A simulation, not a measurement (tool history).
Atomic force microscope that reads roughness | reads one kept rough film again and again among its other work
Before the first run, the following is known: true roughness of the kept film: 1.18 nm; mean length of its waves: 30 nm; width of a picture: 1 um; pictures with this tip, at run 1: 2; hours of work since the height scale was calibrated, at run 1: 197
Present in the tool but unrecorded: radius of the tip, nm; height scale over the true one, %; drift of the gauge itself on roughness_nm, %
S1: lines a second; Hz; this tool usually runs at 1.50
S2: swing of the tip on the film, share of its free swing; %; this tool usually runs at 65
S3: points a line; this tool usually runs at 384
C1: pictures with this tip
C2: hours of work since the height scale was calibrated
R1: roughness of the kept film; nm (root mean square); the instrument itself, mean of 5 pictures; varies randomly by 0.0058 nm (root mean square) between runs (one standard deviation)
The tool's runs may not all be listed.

{"run": 1, "hour": 0.0, "S1": 1.5, "S2": 65, "S3": 384, "C1": 2, "C2": 197, "R1": 1.049}
{"run": 2, "hour": 44.6, "S1": 1.5, "S2": 65, "S3": 384, "C1": 50, "C2": 223, "R1": 1.003}
{"hour": 83.8, "done": "new tip fitted"}
{"run": 3, "hour": 99.2, "S1": 1.5, "S2": 63, "S3": 384, "C1": 17, "C2": 256, "R1": 1.043}
{"run": 4, "hour": 157.0, "S1": 1.5, "S2": 63, "S3": 384, "C1": 79, "C2": 291, "R1": 0.959}
{"hour": 167.0, "done": "new tip fitted"}
{"run": 5, "hour": 203.3, "S1": 1.5, "S2": 63, "S3": 384, "C1": 39, "C2": 318, "R1": 1.005}
{"run": 6, "hour": 234.3, "S1": 1.5, "S2": 65, "S3": 571, "C1": 72, "C2": 337, "R1": 0.975}
{"hour": 251.1, "done": "new tip fitted"}
{"run": 7, "hour": 289.9, "S1": 1.5, "S2": 65, "S3": 571, "C1": 42, "C2": 370, "R1": 1.007}
{"hour": 336.4, "done": "new tip fitted"}
{"run": 8, "hour": 358.2, "S1": 1.5, "S2": 65, "S3": 571, "C1": 23, "C2": 410, "R1": 1.036}
{"hour": 421.7, "done": "new tip fitted"}
{"run": 9, "hour": 423.4, "S1": 1.5, "S2": 65, "S3": 571, "C1": 2, "C2": 449, "R1": 1.08}
{"run": 10, "hour": 492.0, "S1": 1.5, "S2": 65, "S3": 314, "C1": 75, "C2": 490, "R1": 0.968}
{"hour": 506.6, "done": "new tip fitted"}
{"run": 11, "hour": 524.5, "S1": 1.5, "S2": 65, "S3": 314, "C1": 19, "C2": 509, "R1": 1.031}
{"run": 12, "hour": 560.0, "S1": 1.5, "S2": 65, "S3": 294, "C1": 57, "C2": 530, "R1": 0.985}
{"hour": 590.0, "done": "new tip fitted"}
{"run": 13, "hour": 604.1, "S1": 1.5, "S2": 65, "S3": 384, "C1": 15, "C2": 557, "R1": 1.039}
{"run": 14, "hour": 645.8, "S1": 1.5, "S2": 65, "S3": 384, "C1": 59, "C2": 582, "R1": 0.973}
{"hour": 676.3, "done": "new tip fitted"}
{"run": 15, "hour": 699.7, "S1": 1.5, "S2": 65, "S3": 384, "C1": 25, "C2": 614, "R1": 1.036}
{"hour": 759.3, "done": "new tip fitted"}
{"run": 16, "hour": 763.6, "S1": 1.5, "S2": 65, "S3": 384, "C1": 5, "C2": 652, "R1": 1.055}
{"run": 17, "hour": 830.1, "S1": 3.75, "S2": 65, "S3": 384, "C1": 76, "C2": 691, "R1": 0.866}
{"hour": 843.7, "done": "new tip fitted"}
{"run": 18, "hour": 901.0, "S1": 3.75, "S2": 65, "S3": 384, "C1": 62, "C2": 734, "R1": 0.903}
{"hour": 928.6, "done": "new tip fitted"}
{"run": 19, "hour": 962.6, "S1": 1.5, "S2": 65, "S3": 384, "C1": 36, "C2": 770, "R1": 1.01}
{"hour": 1011.5, "done": "new tip fitted"}
{"run": 20, "hour": 1021.2, "S1": 1.48, "S2": 65, "S3": 384, "C1": 11, "C2": 805, "R1": 1.053}
{"run": 21, "hour": 1051.5, "S1": 1.5, "S2": 64, "S3": 384, "C1": 43, "C2": 823, "R1": 1.011}
{"run": 22, "hour": 1089.9, "S1": 1.5, "S2": 65, "S3": 384, "C1": 84, "C2": 846, "R1": 0.947}
{"hour": 1095.1, "done": "new tip fitted"}
{"run": 23, "hour": 1122.7, "S1": 1.5, "S2": 65, "S3": 384, "C1": 30, "C2": 865, "R1": 1.023}
{"run": 24, "hour": 1174.8, "S1": 1.5, "S2": 65, "S3": 260, "C1": 86, "C2": 897, "R1": 0.942}
{"hour": 1181.8, "done": "new tip fitted"}
{"run": 25, "hour": 1220.6, "S1": 1.5, "S2": 65, "S3": 384, "C1": 42, "C2": 924, "R1": 1.013}
{"hour": 1265.4, "done": "new tip fitted"}
{"run": 26, "hour": 1280.2, "S1": 1.5, "S2": 65, "S3": 384, "C1": 16, "C2": 959, "R1": 1.061}
{"run": 27, "hour": 1315.4, "S1": 1.5, "S2": 65, "S3": 384, "C1": 54, "C2": 980, "R1": 1.001}
{"hour": 1352.8, "done": "new tip fitted"}
{"run": 28, "hour": 1382.2, "S1": 1.01, "S2": 78, "S3": 383, "C1": 32, "C2": 1020, "R1": 0.995}
{"hour": 1435.1, "done": "new tip fitted"}
{"run": 29, "hour": 1453.0, "S1": 3.25, "S2": 57, "S3": 373, "C1": 19, "C2": 1062, "R1": 1.023}
{"hour": 1519.8, "done": "new tip fitted"}
{"run": 30, "hour": 1521.2, "S1": 1.8, "S2": 63, "S3": 451, "C1": 1, "C2": 1103, "R1": 1.066}
{"run": 31, "hour": 1550.7, "S1": 2.47, "S2": 58, "S3": 720, "C1": 33, "C2": 1120, "R1": 1.039}
{"hour": 1602.1, "done": "new tip fitted"}
{"run": 32, "hour": 1619.0, "S1": 2.47, "S2": 58, "S3": 720, "C1": 18, "C2": 1161, "R1": 1.037}
{"run": 33, "hour": 1655.8, "S1": 1.88, "S2": 89, "S3": 279, "C1": 57, "C2": 1183, "R1": 0.807}
{"hour": 1688.1, "done": "new tip fitted"}
{"run": 34, "hour": 1691.4, "S1": 1.57, "S2": 85, "S3": 388, "C1": 4, "C2": 1204, "R1": 0.942}
{"run": 35, "hour": 1756.5, "S1": 1.57, "S2": 85, "S3": 388, "C1": 74, "C2": 1243, "R1": 0.859}
{"hour": 1772.7, "done": "new tip fitted"}
{"run": 36, "hour": 1816.0, "S1": 1.81, "S2": 74, "S3": 565, "C1": 46, "C2": 1278, "R1": 0.954}
{"run": 37, "hour": 1848.8, "S1": 2.54, "S2": 85, "S3": 272, "C1": 81, "C2": 1298, "R1": 0.774}
{"hour": 1859.6, "done": "new tip fitted"}
{"hour": 1915.5, "done": "height scale calibrated on a step standard"}
{"run": 38, "hour": 1916.9, "S1": 2.33, "S2": 65, "S3": 384, "C1": 61, "C2": 1, "R1": 0.935}
{"hour": 1944.6, "done": "new tip fitted"}
{"run": 39, "hour": 1961.4, "S1": 1.88, "S2": 65, "S3": 439, "C1": 18, "C2": 27, "R1": 1.015}
{"run": 40, "hour": 2020.6, "S1": 1.88, "S2": 65, "S3": 439, "C1": 82, "C2": 63, "R1": 0.935}
{"hour": 2027.6, "done": "new tip fitted"}
{"run": 41, "hour": 2051.2, "S1": 1.14, "S2": 82, "S3": 455, "C1": 26, "C2": 81, "R1": 0.965}
{"run": 42, "hour": 2096.2, "S1": 1.14, "S2": 82, "S3": 455, "C1": 74, "C2": 108, "R1": 0.921}
{"hour": 2115.2, "done": "new tip fitted"}
{"run": 43, "hour": 2164.6, "S1": 1.14, "S2": 82, "S3": 455, "C1": 53, "C2": 148, "R1": 0.922}
{"hour": 2197.6, "done": "new tip fitted"}
{"run": 44, "hour": 2220.2, "S1": 3.77, "S2": 65, "S3": 690, "C1": 24, "C2": 181, "R1": 0.925}
{"hour": 2280.5, "done": "new tip fitted"}
{"run": 45, "hour": 2290.5, "S1": 2.02, "S2": 65, "S3": 689, "C1": 11, "C2": 223, "R1": 1.03}
{"run": 46, "hour": 2320.9, "S1": 2.02, "S2": 65, "S3": 689, "C1": 44, "C2": 241, "R1": 0.97}
{"hour": 2367.7, "done": "new tip fitted"}
{"run": 47, "hour": 2390.6, "S1": 1.5, "S2": 60, "S3": 368, "C1": 25, "C2": 283, "R1": 1.033}
{"run": 48, "hour": 2432.5, "S1": 1.29, "S2": 61, "S3": 384, "C1": 70, "C2": 308, "R1": 0.969}
{"hour": 2450.4, "done": "new tip fitted"}
{"run": 49, "hour": 2499.3, "S1": 0.53, "S2": 58, "S3": 688, "C1": 52, "C2": 348, "R1": 1.045}
{"hour": 2536.1, "done": "new tip fitted"}
{"run": 50, "hour": 2541.2, "S1": 0.53, "S2": 69, "S3": 542, "C1": 6, "C2": 372, "R1": 1.109}
{"run": 51, "hour": 2599.8, "S1": 1.75, "S2": 69, "S3": 265, "C1": 68, "C2": 408, "R1": 0.925}

Consider 3 possible next runs. They are alternatives, not a sequence: every one starts from the tool as it was left by run 51. What does each give?
{"hour": 2618.1, "done": "new tip fitted"}
{"run": "A", "hour": 2648.0, "S1": 0.85, "S2": 65, "S3": 384, "C1": 32, "C2": 436, "R1": "?"}
{"hour": 2618.1, "done": "new tip fitted"}
{"run": "B", "hour": 2648.0, "S1": 3.58, "S2": 69, "S3": 265, "C1": 32, "C2": 436, "R1": "?"}
{"hour": 2618.1, "done": "new tip fitted"}
{"run": "C", "hour": 2648.0, "S1": 0.67, "S2": 90, "S3": 487, "C1": 32, "C2": 436, "R1": "?"}

run=A R1=1.047
run=B R1=0.888
run=C R1=0.967
Take away the tool's hidden state, keep each run's random variation, and the runs would have read:
run=A R1=1.090
run=B R1=0.925
run=C R1=1.007
